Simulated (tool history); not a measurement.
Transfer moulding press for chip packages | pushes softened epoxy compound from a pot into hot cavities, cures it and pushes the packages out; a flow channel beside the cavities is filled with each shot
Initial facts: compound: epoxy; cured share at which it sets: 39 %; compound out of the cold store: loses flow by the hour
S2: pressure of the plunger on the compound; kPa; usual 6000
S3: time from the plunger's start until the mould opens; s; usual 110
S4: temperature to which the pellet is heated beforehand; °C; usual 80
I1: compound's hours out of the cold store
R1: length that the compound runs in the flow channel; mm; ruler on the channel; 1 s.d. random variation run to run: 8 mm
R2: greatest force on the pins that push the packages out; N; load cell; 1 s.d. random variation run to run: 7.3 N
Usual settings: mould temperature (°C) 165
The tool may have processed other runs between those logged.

Run 1, hour 0: usual settings; I1 45.8. Result: R1 818 mm, R2 515 N.
Run 2, hour 54.8: usual settings but S4 83 °C; I1 25.2. Result: R1 878 mm, R2 656 N.
At hour 83.7: cavities cleaned with cleaning compound and waxed.
Run 3, hour 104.1: usual settings but S4 83 °C; I1 20.1. Result: R1 870 mm, R2 723 N.
At hour 131.5: plunger's sealing rings changed.
Run 4, hour 160.4: usual settings but S4 83 °C; I1 29.1. Result: R1 918 mm, R2 690 N.
Run 5, hour 189.9: usual settings; I1 18. Result: R1 968 mm, R2 705 N.
At hour 195.3: cavities cleaned with cleaning compound and waxed.
Run 6, hour 228.8: usual settings but S2 6890 kPa; I1 13.1. Result: R1 1040 mm, R2 577 N.
Run 7, hour 266.6: usual settings but S2 6890 kPa; I1 33.6. Result: R1 964 mm, R2 623 N.
At hour 305.5: cavities cleaned with cleaning compound and waxed.
Run 8, hour 327.2: usual settings but S2 6890 kPa; I1 35.5. Result: R1 941 mm, R2 483 N.
Run 9, hour 359.9: usual settings but S2 6890 kPa; I1 13.8. Result: R1 1013 mm, R2 616 N.
At hour 384.8: cavities cleaned with cleaning compound and waxed, once more.
Run 10, hour 398.5: usual settings but mould temperature (°C) 169; I1 18.4. Result: R1 911 mm, R2 389 N.
Run 11, hour 435: usual settings but mould temperature (°C) 169, S3 99 s; I1 26.5. Result: R1 865 mm, R2 582 N.
Run 12, hour 468.3: usual settings but S2 7360 kPa; I1 17.4. Result: R1 995 mm, R2 649 N.
At hour 493.7: cavities cleaned with cleaning compound and waxed.
Run 13, hour 507.4: usual settings but mould temperature (°C) 166, S2 7180 kPa, S3 104 s, S4 75 °C; I1 29.3. Result: R1 957 mm, R2 450 N.
Run 14, hour 552.3: usual settings but mould temperature (°C) 170, S2 4880 kPa, S3 104 s, S4 75 °C; I1 15.9. Result: R1 797 mm, R2 590 N.
At hour 603.5: cavities cleaned with cleaning compound and waxed.
Run 15, hour 612.7: usual settings but mould temperature (°C) 170, S2 4880 kPa, S3 104 s, S4 75 °C; I1 37.7. Result: R1 719 mm, R2 357 N.
At hour 618: plunger's sealing rings changed.
At hour 663.1: mould's thermocouples calibrated.
Run 16, hour 666.2: usual settings but mould temperature (°C) 170, S2 6410 kPa, S3 141 s, S4 78 °C; I1 26.2. Result: R1 950 mm, R2 562 N.
Run 17, hour 704.3: usual settings but mould temperature (°C) 170, S2 6410 kPa, S3 141 s, S4 78 °C; I1 38.1. Result: R1 919 mm, R2 581 N.
At hour 720: cavities cleaned with cleaning compound and waxed.
Run 18, hour 769: usual settings but S2 6110 kPa, S3 116 s; I1 29.9. Result: R1 910 mm, R2 587 N.
Run 19, hour 802.5: usual settings but S2 4620 kPa, S3 116 s; I1 43.1. Result: R1 755 mm, R2 636 N.
At hour 831.6: cavities cleaned with cleaning compound and waxed.
Run 20, hour 845.3: usual settings but mould temperature (°C) 160, S2 6390 kPa, S3 102 s, S4 87 °C; I1 30.1. Result: R1 931 mm, R2 609 N.
Run 21, hour 898.8: usual settings but mould temperature (°C) 160, S2 6390 kPa, S3 102 s, S4 87 °C; I1 17.4. Result: R1 976 mm, R2 914 N.
At hour 941: cavities cleaned with cleaning compound and waxed.
Run 22, hour 945: usual settings but mould temperature (°C) 160, S2 6390 kPa, S3 102 s, S4 87 °C; I1 30.2. Result: R1 909 mm, R2 507 N.
Run 23, hour 981: usual settings but mould temperature (°C) 160, S2 6390 kPa, S3 102 s, S4 87 °C; I1 46. Result: R1 852 mm, R2 782 N.

Forecast each of these 5 alternatives for the next run:
Run A, hour 1025.6: usual settings but mould temperature (°C) 166, S2 6390 kPa, S3 132 s, S4 87 °C; I1 14.2. Result: R1 ?, R2 ?.
Run B, hour 1025.6: usual settings but mould temperature (°C) 160, S2 6390 kPa, S3 90 s, S4 87 °C; I1 15.3. Result: R1 ?, R2 ?.
Run C, hour 1025.6: usual settings but S3 134 s, S4 83 °C; I1 30.5. Result: R1 ?, R2 ?.
Run D, hour 1025.6: usual settings but mould temperature (°C) 159, S3 148 s; I1 11.2. Result: R1 ?, R2 ?.
Run E, hour 1025.6: usual settings but mould temperature (°C) 172, S3 128 s, S4 81 °C; I1 26.6. Result: R1 ?, R2 ?.

run   R1    R2
  A  921   608
  B  931  1233
  C  834   595
  D  913   621
  E  841   588
Take away the tool's hidden state, keep each run's random variation, and the runs would have read:
run    R1   R2
  A  1019  286
  B  1030  590
  C   923  278
  D  1010  293
  E   931  274
